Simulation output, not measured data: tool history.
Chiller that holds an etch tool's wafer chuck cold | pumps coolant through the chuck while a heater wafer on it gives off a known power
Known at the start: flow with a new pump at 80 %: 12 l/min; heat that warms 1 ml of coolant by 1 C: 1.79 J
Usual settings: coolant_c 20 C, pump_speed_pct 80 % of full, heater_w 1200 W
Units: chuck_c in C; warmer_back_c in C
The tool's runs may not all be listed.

run	hour	coolant_c	pump_speed_pct	heater_w	chuck_c	warmer_back_c
1	0.0	20	80	1200	28.6	3.43
2	62.2	20	61	1200	30.5	4.47
3	122.6	20	80	1200	28.4	3.42
4	200.2	20	80	1200	28.3	3.40
5	279.4	20	80	1200	28.5	3.41
6	331.5	20	80	1200	28.4	3.42
7	376.2	20	80	1200	28.4	3.42
8	450.9	20	80	1200	28.6	3.37
9	509.0	20	80	1200	28.4	3.46
10	572.6	20	80	1200	28.6	3.44
11	625.6	14	80	1200	22.6	3.43
12	673.5	20	80	1200	28.4	3.47
13	743.4	20	76	1200	28.9	3.60
14	783.3	20	80	1200	28.5	3.42
# hour 788.5: chiller's thermometer calibrated
15	853.6	20	80	1200	29.0	3.45
16	890.9	14	80	1200	23.0	3.45

The next listed run, before its measurement:
17	969.7	14	80	1200	?	?

{"run 17": {"chuck_c": 23.3, "warmer_back_c": 3.47}}
Without the tool's hidden state the same run would have given chuck_c 22.6 C, warmer_back_c 3.37 C.

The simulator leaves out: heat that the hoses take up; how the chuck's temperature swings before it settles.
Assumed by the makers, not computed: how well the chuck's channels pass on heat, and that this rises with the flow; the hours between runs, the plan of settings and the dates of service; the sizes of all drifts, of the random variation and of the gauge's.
